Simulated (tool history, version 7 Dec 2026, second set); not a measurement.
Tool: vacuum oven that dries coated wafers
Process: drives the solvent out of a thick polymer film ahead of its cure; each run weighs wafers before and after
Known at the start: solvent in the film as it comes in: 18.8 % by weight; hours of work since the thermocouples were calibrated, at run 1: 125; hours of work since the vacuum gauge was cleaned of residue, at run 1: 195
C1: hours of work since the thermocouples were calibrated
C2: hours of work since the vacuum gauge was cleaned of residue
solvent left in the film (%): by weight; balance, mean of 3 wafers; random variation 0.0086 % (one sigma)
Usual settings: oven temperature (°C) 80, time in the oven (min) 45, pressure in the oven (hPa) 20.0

Run 1, hour 0.0: usual settings; C1 125; C2 195. Result: solvent left in the film (%) 1.516.
Run 2, hour 6.0: usual settings; C1 128; C2 198. Result: solvent left in the film (%) 1.536.
Run 3, hour 20.4: usual settings but time in the oven (min) 54; C1 136; C2 206. Result: solvent left in the film (%) 1.134.
Run 4, hour 33.3: usual settings but time in the oven (min) 54; C1 143; C2 212. Result: solvent left in the film (%) 1.130.
Run 5, hour 45.9: usual settings but time in the oven (min) 54; C1 149; C2 219. Result: solvent left in the film (%) 1.127.
Run 6, hour 60.4: usual settings but pressure in the oven (hPa) 51.9; C1 157; C2 227. Result: solvent left in the film (%) 2.383.
Run 7, hour 74.5: usual settings but pressure in the oven (hPa) 51.9; C1 165; C2 234. Result: solvent left in the film (%) 2.378.
Run 8, hour 81.9: usual settings but pressure in the oven (hPa) 51.9; C1 169; C2 238. Result: solvent left in the film (%) 2.372.
Run 9, hour 93.6: usual settings but oven temperature (°C) 85; C1 175; C2 245. Result: solvent left in the film (%) 0.797.
Run 10, hour 100.5: usual settings; C1 178; C2 248. Result: solvent left in the film (%) 1.530.
Run 11, hour 115.1: usual settings; C1 186; C2 256. Result: solvent left in the film (%) 1.535.
Run 12, hour 123.5: usual settings; C1 191; C2 261. Result: solvent left in the film (%) 1.530.
Run 13, hour 137.0: usual settings but pressure in the oven (hPa) 15.4; C1 198; C2 268. Result: solvent left in the film (%) 1.407.
Run 14, hour 145.2: usual settings but pressure in the oven (hPa) 15.4; C1 202; C2 272. Result: solvent left in the film (%) 1.401.
Run 15, hour 155.7: usual settings but pressure in the oven (hPa) 15.4; C1 208; C2 278. Result: solvent left in the film (%) 1.411.
Run 16, hour 165.0: usual settings but pressure in the oven (hPa) 15.4; C1 213; C2 283. Result: solvent left in the film (%) 1.413.
Run 17, hour 173.2: usual settings but time in the oven (min) 60; C1 217; C2 287. Result: solvent left in the film (%) 0.963.
Run 18, hour 184.3: usual settings but time in the oven (min) 60; C1 223; C2 293. Result: solvent left in the film (%) 0.942.
Run 19, hour 196.8: usual settings but oven temperature (°C) 88, time in the oven (min) 71, pressure in the oven (hPa) 73.3; C1 230; C2 300. Result: solvent left in the film (%) 1.523.
Run 20, hour 209.1: usual settings but time in the oven (min) 67, pressure in the oven (hPa) 56.5; C1 236; C2 306. Result: solvent left in the film (%) 1.832.
Run 21, hour 219.0: usual settings but time in the oven (min) 67, pressure in the oven (hPa) 56.5; C1 242; C2 312. Result: solvent left in the film (%) 1.827.
Run 22, hour 231.5: usual settings but time in the oven (min) 67, pressure in the oven (hPa) 56.5; C1 249; C2 318. Result: solvent left in the film (%) 1.821.
Run 23, hour 244.2: usual settings but oven temperature (°C) 91, time in the oven (min) 37, pressure in the oven (hPa) 56.5; C1 255; C2 325. Result: solvent left in the film (%) 1.181.
Run 24, hour 256.0: usual settings but time in the oven (min) 34, pressure in the oven (hPa) 70.5; C1 262; C2 331. Result: solvent left in the film (%) 3.708.
Run 25, hour 265.0: usual settings but time in the oven (min) 34, pressure in the oven (hPa) 70.5; C1 266; C2 336. Result: solvent left in the film (%) 3.706.
Run 26, hour 277.7: usual settings but time in the oven (min) 34, pressure in the oven (hPa) 70.5; C1 273; C2 343. Result: solvent left in the film (%) 3.701.
Run 27, hour 290.6: usual settings but oven temperature (°C) 88, time in the oven (min) 38, pressure in the oven (hPa) 39.8; C1 280; C2 350. Result: solvent left in the film (%) 1.129.
Run 28, hour 298.5: usual settings but oven temperature (°C) 88, time in the oven (min) 38, pressure in the oven (hPa) 39.8; C1 284; C2 354. Result: solvent left in the film (%) 1.103.
Run 29, hour 310.5: usual settings but oven temperature (°C) 69, time in the oven (min) 39, pressure in the oven (hPa) 18.4; C1 291; C2 361. Result: solvent left in the film (%) 5.665.
Run 30, hour 317.7: usual settings but oven temperature (°C) 69, time in the oven (min) 22, pressure in the oven (hPa) 51.9; C1 295; C2 364. Result: solvent left in the film (%) 9.497.
Run 31, hour 326.0: usual settings but oven temperature (°C) 89, time in the oven (min) 41, pressure in the oven (hPa) 76.9; C1 299; C2 369. Result: solvent left in the film (%) 1.661.
Run 32, hour 332.2: usual settings but oven temperature (°C) 68, pressure in the oven (hPa) 10.4; C1 302; C2 372. Result: solvent left in the film (%) 5.028.

5 ways to go on from here, each from the tool as it stands after run 32. What would each give?
Run A, hour 339.5: usual settings but oven temperature (°C) 65, time in the oven (min) 24, pressure in the oven (hPa) 10.4; C1 306; C2 376. Result: solvent left in the film (%) ?.
Run B, hour 339.5: usual settings but oven temperature (°C) 68, time in the oven (min) 50, pressure in the oven (hPa) 10.4; C1 306; C2 376. Result: solvent left in the film (%) ?.
Run C, hour 339.5: usual settings but oven temperature (°C) 83, pressure in the oven (hPa) 12.8; C1 306; C2 376. Result: solvent left in the film (%) ?.
Run D, hour 339.5: usual settings but time in the oven (min) 39; C1 306; C2 376. Result: solvent left in the film (%) ?.
Run E, hour 339.5: usual settings but oven temperature (°C) 94, time in the oven (min) 30; C1 306; C2 376. Result: solvent left in the film (%) ?.

run  solvent left in the film (%)
  A                         9.485
  B                         4.488
  C                         0.858
  D                         1.963
  E                         0.500
Without the tool's hidden state the same runs would have given:
run  solvent left in the film (%)
  A                         9.486
  B                         4.489
  C                         0.858
  D                         1.963
  E                         0.500
